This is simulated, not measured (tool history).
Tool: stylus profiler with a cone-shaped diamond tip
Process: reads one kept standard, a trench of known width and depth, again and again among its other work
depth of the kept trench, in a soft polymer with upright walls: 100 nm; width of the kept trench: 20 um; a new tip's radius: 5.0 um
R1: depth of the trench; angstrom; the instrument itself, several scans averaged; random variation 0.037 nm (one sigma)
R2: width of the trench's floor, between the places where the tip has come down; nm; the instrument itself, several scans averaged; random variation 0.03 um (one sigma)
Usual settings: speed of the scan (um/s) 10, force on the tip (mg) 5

Run 1, hour 0: usual settings. Result: R1 1017.8 angstrom, R2 18050 nm.
Run 2, hour 97.1: usual settings. Result: R1 1018.8 angstrom, R2 17940 nm.
Run 3, hour 206.2: usual settings. Result: R1 1019.4 angstrom, R2 17910 nm.
Run 4, hour 338.9: usual settings but force on the tip (mg) 2.84. Result: R1 1012.8 angstrom, R2 18000 nm.
Run 5, hour 423.8: usual settings. Result: R1 1018.8 angstrom, R2 17930 nm.
Run 6, hour 534.1: usual settings. Result: R1 1018.6 angstrom, R2 17980 nm.
Run 7, hour 656.8: usual settings. Result: R1 1019.2 angstrom, R2 18000 nm.
Run 8, hour 775.6: usual settings. Result: R1 1018.7 angstrom, R2 17990 nm.
Run 9, hour 898.5: usual settings but speed of the scan (um/s) 15. Result: R1 1018.9 angstrom, R2 18000 nm.
Run 10, hour 972.4: usual settings but speed of the scan (um/s) 15. Result: R1 1019.1 angstrom, R2 18000 nm.
Run 11, hour 1080.9: usual settings but speed of the scan (um/s) 15. Result: R1 1018.6 angstrom, R2 17960 nm.
Run 12, hour 1157.8: usual settings but speed of the scan (um/s) 15. Result: R1 1019 angstrom, R2 18020 nm.
Run 13, hour 1242.4: usual settings but force on the tip (mg) 7.32. Result: R1 1024.1 angstrom, R2 17990 nm.
Run 14, hour 1344.2: usual settings but force on the tip (mg) 7.32. Result: R1 1024.4 angstrom, R2 17980 nm.
Run 15, hour 1448.1: usual settings but force on the tip (mg) 7.32. Result: R1 1024 angstrom, R2 18000 nm.
At hour 1521.5: height scale calibrated on a step standard.
Run 16, hour 1521.5: usual settings but force on the tip (mg) 7.32. Result: R1 1024.4 angstrom, R2 17950 nm.
Run 17, hour 1639.2: usual settings but speed of the scan (um/s) 4, force on the tip (mg) 8.94. Result: R1 1027.7 angstrom, R2 17980 nm.
Run 18, hour 1705.1: usual settings but speed of the scan (um/s) 4, force on the tip (mg) 8.94. Result: R1 1027 angstrom, R2 17980 nm.
Run 19, hour 1830.2: usual settings but speed of the scan (um/s) 7, force on the tip (mg) 4.44. Result: R1 1017.6 angstrom, R2 18010 nm.
Run 20, hour 1956.6: usual settings but speed of the scan (um/s) 21, force on the tip (mg) 3.27. Result: R1 1014.2 angstrom, R2 17880 nm.
Run 21, hour 2090.2: usual settings but speed of the scan (um/s) 3, force on the tip (mg) 13.8. Result: R1 1036.8 angstrom, R2 18070 nm.
Run 22, hour 2196.9: usual settings but speed of the scan (um/s) 32, force on the tip (mg) 5.35. Result: R1 1020.1 angstrom, R2 17900 nm.
Run 23, hour 2254.1: usual settings but speed of the scan (um/s) 32, force on the tip (mg) 5.35. Result: R1 1019.4 angstrom, R2 17940 nm.
Run 24, hour 2358.2: usual settings but speed of the scan (um/s) 19, force on the tip (mg) 9.23. Result: R1 1028.3 angstrom, R2 18000 nm.
Run 25, hour 2421.4: usual settings but speed of the scan (um/s) 3, force on the tip (mg) 12.47. Result: R1 1034.4 angstrom, R2 17960 nm.
Run 26, hour 2510.4: usual settings but speed of the scan (um/s) 4, force on the tip (mg) 4.3. Result: R1 1017.3 angstrom, R2 17960 nm.
Run 27, hour 2642.6: usual settings but speed of the scan (um/s) 35, force on the tip (mg) 8.76. Result: R1 1027 angstrom, R2 17930 nm.
Run 28, hour 2765.2: usual settings but force on the tip (mg) 4.51. Result: R1 1017.6 angstrom, R2 17960 nm.
Run 29, hour 2882.1: usual settings but speed of the scan (um/s) 17, force on the tip (mg) 4.15. Result: R1 1016.6 angstrom, R2 17950 nm.

5 ways to go on from here, each from the tool as it stands after run 29. What would each give?
Run A, hour 2950.7: usual settings but speed of the scan (um/s) 4, force on the tip (mg) 7.41. Result: R1 ?, R2 ?.
Run B, hour 2950.7: usual settings but speed of the scan (um/s) 8, force on the tip (mg) 4.81. Result: R1 ?, R2 ?.
Run C, hour 2950.7: usual settings but speed of the scan (um/s) 12, force on the tip (mg) 4.25. Result: R1 ?, R2 ?.
Run D, hour 2950.7: usual settings but speed of the scan (um/s) 7, force on the tip (mg) 2.55. Result: R1 ?, R2 ?.
Run E, hour 2950.7: usual settings but speed of the scan (um/s) 4, force on the tip (mg) 4.13. Result: R1 ?, R2 ?.

run      R1     R2
  A  1023.7  17940
  B  1017.7  17980
  C    1017  17960
  D    1012  17970
  E  1016.6  17980
Without the tool's hidden state the same runs would have given:
run      R1     R2
  A  1023.7  17960
  B  1017.6  18000
  C  1016.9  17980
  D  1011.9  17990
  E  1016.5  18010

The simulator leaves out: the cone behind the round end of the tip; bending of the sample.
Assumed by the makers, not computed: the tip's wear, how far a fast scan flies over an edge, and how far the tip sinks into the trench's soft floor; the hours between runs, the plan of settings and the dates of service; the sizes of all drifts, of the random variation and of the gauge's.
